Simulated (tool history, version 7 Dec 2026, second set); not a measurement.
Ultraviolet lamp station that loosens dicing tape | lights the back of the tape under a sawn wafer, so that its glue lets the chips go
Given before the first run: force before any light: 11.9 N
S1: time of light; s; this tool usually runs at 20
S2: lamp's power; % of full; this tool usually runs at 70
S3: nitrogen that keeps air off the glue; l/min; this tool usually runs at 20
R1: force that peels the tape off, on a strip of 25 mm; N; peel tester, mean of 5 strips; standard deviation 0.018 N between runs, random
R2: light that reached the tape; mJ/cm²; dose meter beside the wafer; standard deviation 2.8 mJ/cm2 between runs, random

run    hour  S1  S2  S3     R1   R2
  1       0  20  70  20  1.432  306
       19.6  -- window cleaned of glue's vapour
  2    52.6  20  70  21  1.029  346
  3   119.6  20  70  21  1.106  340
  4   181.3  20  70  21  1.217  332
  5   237.6  20  70  21  1.274  314
  6     322  27  70  20  0.781  405
      386.5  -- window cleaned of glue's vapour
  7   402.6  20  70  20  1.195  335
  8   480.8  20  70  20  1.285  319
  9   535.2  20  70  20  1.384  308
 10     582  20  75  20  1.221  323
 11   626.7  20  75  20  1.322  317
 12   669.7  12  70  20  3.452  174
 13   732.5  20  89  20  1.091  351
      755.8  -- window cleaned of glue's vapour
 14     792  20  70  20  1.424  306
 15   838.1  17  70  20   1.99  249
 16   930.8  17  98  24  1.046  335
 17  1003.1  17  96  12  1.794  312
 18    1091  17  96  12  2.062  300
     1124.9  -- window cleaned of glue's vapour
 19  1137.6  17  96  12  1.657  334
 20    1183  19  64  16  2.448  238
 21  1275.4  19  64  16   2.71  230
     1374.4  -- lamp changed
 22  1374.4  19  64  16  1.677  303
 23    1447  19  80   9  1.738  354
     1493.7  -- window cleaned of glue's vapour
 24  1526.2  19  80   9  1.439  397
 25  1606.5  19  80   9  1.517  375
 26  1703.1  19  80   9  1.664  365
 27    1800  34  80   9  0.533  611
 28  1856.7  34  70  13   0.61  522
     1864.1  -- window cleaned of glue's vapour
 29  1906.3  17  81  13  1.557  339
 30  1973.9  22  61  25  1.168  317

Results for each run, recomputed without the tool's hidden state and with each run's random variation untouched:
Unlogged tool condition in this case: lamp's light, % of a new lamp's; light that the window lets through, % of a clean one's; drift of the gauge itself on peel_n, %; drift of the gauge itself on dose_mj_cm2, %.
run     R1   R2
  1  0.891  383
  2   0.84  380
  3  0.837  386
  4  0.857  390
  5   0.84  382
  6  0.447  515
  7  0.879  386
  8  0.865  385
  9  0.876  383
 10  0.721  411
 11  0.739  414
 12  2.306  232
 13  0.517  489
 14  0.883  384
 15  1.239  321
 16  0.521  456
 17  0.886  444
 18  0.926  448
 19    0.9  448
 20  1.381  330
 21   1.41  335
 22  1.354  339
 23  1.293  413
 24  1.301  418
 25  1.266  411
 26  1.263  420
 27  0.342  746
 28  0.363  657
 29  1.237  381
 30   0.84  369

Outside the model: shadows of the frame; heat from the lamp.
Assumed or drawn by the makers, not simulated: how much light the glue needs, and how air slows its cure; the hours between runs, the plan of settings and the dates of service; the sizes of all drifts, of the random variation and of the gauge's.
